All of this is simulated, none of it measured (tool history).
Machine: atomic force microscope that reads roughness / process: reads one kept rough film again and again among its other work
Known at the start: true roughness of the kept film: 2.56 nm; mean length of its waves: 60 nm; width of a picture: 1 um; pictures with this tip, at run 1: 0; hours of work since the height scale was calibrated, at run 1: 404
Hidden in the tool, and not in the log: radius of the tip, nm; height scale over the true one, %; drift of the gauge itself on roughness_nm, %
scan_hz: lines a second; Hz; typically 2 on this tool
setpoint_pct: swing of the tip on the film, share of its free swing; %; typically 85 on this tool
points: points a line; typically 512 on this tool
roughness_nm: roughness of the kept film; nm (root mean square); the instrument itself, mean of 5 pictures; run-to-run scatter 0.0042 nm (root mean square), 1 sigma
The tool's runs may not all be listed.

run   hour  scan_hz  setpoint_pct  points  pictures with this tip  hours of work since the height scale was calibrated  roughness_nm
  1      0        2            85     512                       0                                                  404         2.045
  2   37.4        2            85     512                      99                                                  432         2.047
  3   61.1        2            85     512                     161                                                  450          2.05
  4   94.4        2            85     512                     248                                                  475         2.048
  5  148.2        2            85     512                     390                                                  516         2.037
       152  -- new tip fitted
  6  182.3        2            85     512                      79                                                  542         2.046
  7  211.9        2            85     512                     157                                                  565         2.044
  8  251.6        2            85     867                     261                                                  595         2.044
  9    279        2            76     867                     333                                                  616         2.186
     302.4  -- new tip fitted
 10  312.8        2            76     867                      28                                                  641         2.182
 11  356.9        2            76     867                     143                                                  675         2.182
 12    412     1.39            76     867                     288                                                  716         2.268
     455.7  -- new tip fitted
 13  468.2     1.39            76     867                      32                                                  759         2.276
 14  500.3     1.36            86     745                     117                                                  783         2.155
 15  554.9     0.72            85     512                     260                                                  825         2.312
 16  586.3        1            64     480                     343                                                  849         2.395
     608.2  -- new tip fitted
 17  618.9     1.38            69     330                      28                                                  873         2.332
 18  642.7     1.38            69     330                      91                                                  891         2.326
 19  688.3     1.38            61     645                     210                                                  926         2.397
 20  740.5     1.18            86     617                     347                                                  966         2.188
     759.6  -- new tip fitted
 21  771.2     1.18            86     617                      31                                                  989         2.191
 22  821.9     1.79            56     434                     164                                                 1027         2.399
 23  871.7      0.6            67     492                     295                                                 1065         2.421
 24  898.6      0.6            68     313                     365                                                 1086         2.416

Alternative continuations, all from the tool just after run 24; predict every row:
       912  -- new tip fitted
  A  926.4     1.19            88     352                      38                                                 1106             ?
       912  -- new tip fitted
  B  926.4      0.6            68     301                      38                                                 1106             ?
       912  -- new tip fitted
  C  926.4     0.73            68     313                      38                                                 1106             ?
       912  -- new tip fitted
  D  926.4      0.6            68     741                      38                                                 1106             ?

run  roughness_nm
  A          2.16
  B         2.418
  C         2.402
  D         2.423
Stripped of hidden state, with their random variation kept, the same runs would have yielded:
run  roughness_nm
  A         2.161
  B         2.418
  C         2.402
  D         2.423
